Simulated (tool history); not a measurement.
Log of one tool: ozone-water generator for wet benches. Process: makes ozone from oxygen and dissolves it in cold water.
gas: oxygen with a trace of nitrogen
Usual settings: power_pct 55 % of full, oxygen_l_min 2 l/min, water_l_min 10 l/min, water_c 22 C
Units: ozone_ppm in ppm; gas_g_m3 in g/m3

{"run": 1, "hour": 0.0, "power_pct": 55, "oxygen_l_min": 2, "water_l_min": 10, "water_c": 22, "ozone_ppm": 8.7, "gas_g_m3": 116.7}
{"run": 2, "hour": 72.9, "power_pct": 55, "oxygen_l_min": 2, "water_l_min": 10, "water_c": 22, "ozone_ppm": 8.7, "gas_g_m3": 117.4}
{"run": 3, "hour": 122.3, "power_pct": 55, "oxygen_l_min": 2, "water_l_min": 10, "water_c": 22, "ozone_ppm": 8.4, "gas_g_m3": 115.8}
{"run": 4, "hour": 179.9, "power_pct": 55, "oxygen_l_min": 2.21, "water_l_min": 10, "water_c": 22, "ozone_ppm": 8.5, "gas_g_m3": 112.4}
{"run": 5, "hour": 259.9, "power_pct": 55, "oxygen_l_min": 2.21, "water_l_min": 10, "water_c": 22, "ozone_ppm": 8.8, "gas_g_m3": 112.1}
{"run": 6, "hour": 316.0, "power_pct": 55, "oxygen_l_min": 2.21, "water_l_min": 10, "water_c": 22, "ozone_ppm": 8.6, "gas_g_m3": 113.4}
{"run": 7, "hour": 377.1, "power_pct": 55, "oxygen_l_min": 2.21, "water_l_min": 10, "water_c": 22, "ozone_ppm": 8.5, "gas_g_m3": 113}
{"run": 8, "hour": 421.0, "power_pct": 55, "oxygen_l_min": 2.21, "water_l_min": 10, "water_c": 22, "ozone_ppm": 8.4, "gas_g_m3": 111.2}
{"run": 9, "hour": 512.4, "power_pct": 55, "oxygen_l_min": 2.21, "water_l_min": 10, "water_c": 22, "ozone_ppm": 8.5, "gas_g_m3": 112.5}
{"run": 10, "hour": 589.4, "power_pct": 55, "oxygen_l_min": 2.21, "water_l_min": 10, "water_c": 22, "ozone_ppm": 8.7, "gas_g_m3": 112.8}
{"run": 11, "hour": 676.8, "power_pct": 55, "oxygen_l_min": 2.21, "water_l_min": 10, "water_c": 22, "ozone_ppm": 8.5, "gas_g_m3": 111.8}

The next listed run, before its measurement:
{"run": 12, "hour": 777.3, "power_pct": 55, "oxygen_l_min": 2, "water_l_min": 10, "water_c": 22, "ozone_ppm": "?", "gas_g_m3": "?"}

Run 12 gave ozone_ppm 8.4 ppm, gas_g_m3 115.9 g/m3.
Without the tool's hidden state the same run would have given ozone_ppm 9.3 ppm, gas_g_m3 120.5 g/m3.

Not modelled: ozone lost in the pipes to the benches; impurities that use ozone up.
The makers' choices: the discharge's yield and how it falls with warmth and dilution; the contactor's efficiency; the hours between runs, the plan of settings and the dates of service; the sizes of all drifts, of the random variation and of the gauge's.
